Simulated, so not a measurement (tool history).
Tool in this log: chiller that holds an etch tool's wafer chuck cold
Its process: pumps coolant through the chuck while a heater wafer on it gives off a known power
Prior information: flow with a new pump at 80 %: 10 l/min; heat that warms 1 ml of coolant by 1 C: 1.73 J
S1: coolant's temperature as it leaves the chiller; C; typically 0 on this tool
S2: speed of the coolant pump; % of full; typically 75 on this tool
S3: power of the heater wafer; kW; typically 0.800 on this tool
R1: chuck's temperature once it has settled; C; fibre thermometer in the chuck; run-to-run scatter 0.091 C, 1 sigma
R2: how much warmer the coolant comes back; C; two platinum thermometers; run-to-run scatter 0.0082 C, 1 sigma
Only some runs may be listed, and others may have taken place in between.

| run | hour | S1 | S2 | S3 | R1 | R2 |
|---|---|---|---|---|---|---|
| 1 | 0.0 | 0 | 75 | 0.800 | 9.02 | 3.063 |
| 2 | 48.5 | 0 | 75 | 0.800 | 9.07 | 3.051 |
| 3 | 97.6 | 0 | 75 | 0.800 | 9.16 | 3.076 |
| 4 | 147.5 | 0 | 75 | 0.800 | 9.39 | 3.061 |
| 5 | 176.9 | 0 | 75 | 0.800 | 9.41 | 3.065 |
| 6 | 204.5 | 0 | 75 | 0.800 | 9.32 | 3.070 |
| 7 | 254.8 | 0 | 75 | 0.800 | 9.20 | 3.079 |
| 8 | 303.4 | -6 | 83 | 0.405 | -1.20 | 1.417 |
|  | 333.7 | chiller's thermometer calibrated |
| 9 | 334.0 | 5 | 84 | 0.454 | 9.44 | 1.557 |
| 10 | 361.7 | 5 | 92 | 0.472 | 9.47 | 1.475 |
| 11 | 402.6 | 1 | 67 | 1.171 | 14.64 | 5.021 |
| 12 | 443.2 | 1 | 67 | 1.171 | 14.64 | 5.023 |
| 13 | 487.4 | 1 | 62 | 1.171 | 15.27 | 5.440 |
| 14 | 530.2 | 1 | 62 | 1.171 | 15.37 | 5.440 |

Branching from run 14: 5 alternative next runs. What would each branch give?
| A | 551.1 | 4 | 78 | 1.012 | ? | ? |
| B | 551.1 | -5 | 72 | 1.171 | ? | ? |
| C | 551.1 | -2 | 75 | 0.800 | ? | ? |
| D | 551.1 | -3 | 80 | 0.812 | ? | ? |
| E | 551.1 | -1 | 69 | 0.402 | ? | ? |

| run | R1 | R2 |
|---|---|---|
| A | 14.87 | 3.777 |
| B | 8.22 | 4.700 |
| C | 6.91 | 3.081 |
| D | 5.60 | 2.946 |
| E | 3.60 | 1.677 |
The same runs, with their run-to-run variation unchanged, on a tool lacking any hidden condition would have given:
| run | R1 | R2 |
|---|---|---|
| A | 13.57 | 3.628 |
| B | 6.64 | 4.513 |
| C | 5.86 | 2.959 |
| D | 4.57 | 2.829 |
| E | 3.06 | 1.610 |

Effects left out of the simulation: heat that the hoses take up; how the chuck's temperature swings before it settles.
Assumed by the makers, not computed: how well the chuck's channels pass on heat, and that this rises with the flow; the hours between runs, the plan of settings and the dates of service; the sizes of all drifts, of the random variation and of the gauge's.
